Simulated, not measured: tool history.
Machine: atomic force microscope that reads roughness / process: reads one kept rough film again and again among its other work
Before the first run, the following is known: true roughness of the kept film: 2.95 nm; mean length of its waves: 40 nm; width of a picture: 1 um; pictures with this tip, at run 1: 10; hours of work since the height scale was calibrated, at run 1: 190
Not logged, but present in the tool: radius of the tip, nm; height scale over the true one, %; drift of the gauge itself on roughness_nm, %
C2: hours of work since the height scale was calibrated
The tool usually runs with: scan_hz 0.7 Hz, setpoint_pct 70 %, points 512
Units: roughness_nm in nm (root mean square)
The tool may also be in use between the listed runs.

run 1 day=0 | scan_hz=0.7 setpoint_pct=70 points=512 | pictures_with_this_tip=10 C2=190 | roughness_nm=2.584
run 2 day=0.829 | scan_hz=0.7 setpoint_pct=70 points=512 | pictures_with_this_tip=27 C2=199 | roughness_nm=2.539
run 3 day=1.938 | scan_hz=0.7 setpoint_pct=70 points=512 | pictures_with_this_tip=50 C2=211 | roughness_nm=2.48
run 4 day=2.854 | scan_hz=1.998 setpoint_pct=70 points=512 | pictures_with_this_tip=69 C2=221 | roughness_nm=2.257
-- day=3.429 new tip fitted
run 5 day=3.429 | scan_hz=0.7 setpoint_pct=70 points=512 | pictures_with_this_tip=0 C2=227 | roughness_nm=2.63
run 6 day=4.758 | scan_hz=0.7 setpoint_pct=70 points=512 | pictures_with_this_tip=27 C2=241 | roughness_nm=2.524
run 7 day=6.058 | scan_hz=1.892 setpoint_pct=70 points=512 | pictures_with_this_tip=54 C2=255 | roughness_nm=2.283
run 8 day=6.688 | scan_hz=1.892 setpoint_pct=70 points=512 | pictures_with_this_tip=67 C2=262 | roughness_nm=2.247
-- day=7.333 new tip fitted
run 9 day=7.675 | scan_hz=1.892 setpoint_pct=70 points=512 | pictures_with_this_tip=7 C2=272 | roughness_nm=2.44
run 10 day=8.396 | scan_hz=0.7 setpoint_pct=70 points=1007 | pictures_with_this_tip=22 C2=280 | roughness_nm=2.546
run 11 day=9.508 | scan_hz=0.7 setpoint_pct=70 points=1007 | pictures_with_this_tip=44 C2=292 | roughness_nm=2.495
run 12 day=10.475 | scan_hz=0.7 setpoint_pct=70 points=1007 | pictures_with_this_tip=64 C2=303 | roughness_nm=2.437
-- day=11.271 new tip fitted
run 13 day=11.512 | scan_hz=1.39 setpoint_pct=70 points=512 | pictures_with_this_tip=5 C2=314 | roughness_nm=2.509
run 14 day=12.321 | scan_hz=1.39 setpoint_pct=70 points=512 | pictures_with_this_tip=22 C2=322 | roughness_nm=2.453
run 15 day=13.188 | scan_hz=0.7 setpoint_pct=70 points=512 | pictures_with_this_tip=39 C2=332 | roughness_nm=2.482
run 16 day=14.55 | scan_hz=1.281 setpoint_pct=70 points=512 | pictures_with_this_tip=67 C2=346 | roughness_nm=2.315
-- day=15.188 new tip fitted
run 17 day=15.792 | scan_hz=0.7 setpoint_pct=67 points=512 | pictures_with_this_tip=12 C2=359 | roughness_nm=2.577
run 18 day=17.067 | scan_hz=0.7 setpoint_pct=67 points=300 | pictures_with_this_tip=39 C2=373 | roughness_nm=2.511
-- day=17.179 height scale calibrated on a step standard
run 19 day=17.854 | scan_hz=0.7 setpoint_pct=67 points=831 | pictures_with_this_tip=54 C2=7 | roughness_nm=2.492
-- day=19.117 new tip fitted
run 20 day=19.117 | scan_hz=3.786 setpoint_pct=70 points=512 | pictures_with_this_tip=0 C2=21 | roughness_nm=2.222
run 21 day=20.162 | scan_hz=3.786 setpoint_pct=70 points=512 | pictures_with_this_tip=22 C2=32 | roughness_nm=2.171
run 22 day=21.1 | scan_hz=3.786 setpoint_pct=82 points=472 | pictures_with_this_tip=41 C2=42 | roughness_nm=1.818
run 23 day=21.904 | scan_hz=1.794 setpoint_pct=67 points=400 | pictures_with_this_tip=57 C2=51 | roughness_nm=2.339
-- day=23.033 new tip fitted
run 24 day=23.1 | scan_hz=1.794 setpoint_pct=67 points=400 | pictures_with_this_tip=2 C2=63 | roughness_nm=2.476
run 25 day=23.796 | scan_hz=1.158 setpoint_pct=62 points=512 | pictures_with_this_tip=16 C2=71 | roughness_nm=2.547
-- day=24.562 height scale calibrated on a step standard, once more
run 26 day=25.008 | scan_hz=1.616 setpoint_pct=62 points=512 | pictures_with_this_tip=40 C2=5 | roughness_nm=2.418
run 27 day=26.121 | scan_hz=1.616 setpoint_pct=62 points=512 | pictures_with_this_tip=63 C2=17 | roughness_nm=2.381
run 28 day=26.875 | scan_hz=1.22 setpoint_pct=70 points=555 | pictures_with_this_tip=78 C2=25 | roughness_nm=2.283
-- day=26.958 new tip fitted
run 29 day=28.175 | scan_hz=1.182 setpoint_pct=64 points=367 | pictures_with_this_tip=25 C2=39 | roughness_nm=2.497
run 30 day=29.112 | scan_hz=1.182 setpoint_pct=64 points=367 | pictures_with_this_tip=45 C2=49 | roughness_nm=2.434
run 31 day=30.25 | scan_hz=1.182 setpoint_pct=56 points=367 | pictures_with_this_tip=68 C2=61 | roughness_nm=2.427
-- day=30.862 new tip fitted
run 32 day=31.133 | scan_hz=1.121 setpoint_pct=74 points=988 | pictures_with_this_tip=6 C2=70 | roughness_nm=2.506
run 33 day=32.317 | scan_hz=1.121 setpoint_pct=74 points=988 | pictures_with_this_tip=30 C2=83 | roughness_nm=2.435
run 34 day=33.112 | scan_hz=1.121 setpoint_pct=74 points=988 | pictures_with_this_tip=46 C2=92 | roughness_nm=2.421
run 35 day=34.062 | scan_hz=2.572 setpoint_pct=83 points=510 | pictures_with_this_tip=66 C2=102 | roughness_nm=1.94
-- day=34.758 new tip fitted
run 36 day=34.917 | scan_hz=2.572 setpoint_pct=83 points=510 | pictures_with_this_tip=3 C2=111 | roughness_nm=2.066
run 37 day=35.983 | scan_hz=2.572 setpoint_pct=83 points=510 | pictures_with_this_tip=25 C2=122 | roughness_nm=2.021
run 38 day=36.888 | scan_hz=2.693 setpoint_pct=63 points=512 | pictures_with_this_tip=43 C2=132 | roughness_nm=2.352
run 39 day=38.108 | scan_hz=2.735 setpoint_pct=85 points=882 | pictures_with_this_tip=68 C2=145 | roughness_nm=1.846
-- day=38.638 new tip fitted
run 40 day=38.871 | scan_hz=0.753 setpoint_pct=85 points=882 | pictures_with_this_tip=5 C2=153 | roughness_nm=2.456

Branching from run 40: 5 alternative next runs. What would each branch give?
run A day=39.446 | scan_hz=2.109 setpoint_pct=70 points=512 | pictures_with_this_tip=16 C2=159 | roughness_nm=?
run B day=39.446 | scan_hz=0.519 setpoint_pct=77 points=564 | pictures_with_this_tip=16 C2=159 | roughness_nm=?
run C day=39.446 | scan_hz=1.882 setpoint_pct=70 points=750 | pictures_with_this_tip=16 C2=159 | roughness_nm=?
run D day=39.446 | scan_hz=1.095 setpoint_pct=60 points=644 | pictures_with_this_tip=16 C2=159 | roughness_nm=?
run E day=39.446 | scan_hz=2.113 setpoint_pct=70 points=512 | pictures_with_this_tip=16 C2=159 | roughness_nm=?

run=A roughness_nm=2.378
run=B roughness_nm=2.553
run=C roughness_nm=2.409
run=D roughness_nm=2.614
run=E roughness_nm=2.381
Take away the tool's hidden state, keep each run's random variation, and the runs would have read:
run=A roughness_nm=2.431
run=B roughness_nm=2.61
run=C roughness_nm=2.463
run=D roughness_nm=2.672
run=E roughness_nm=2.434
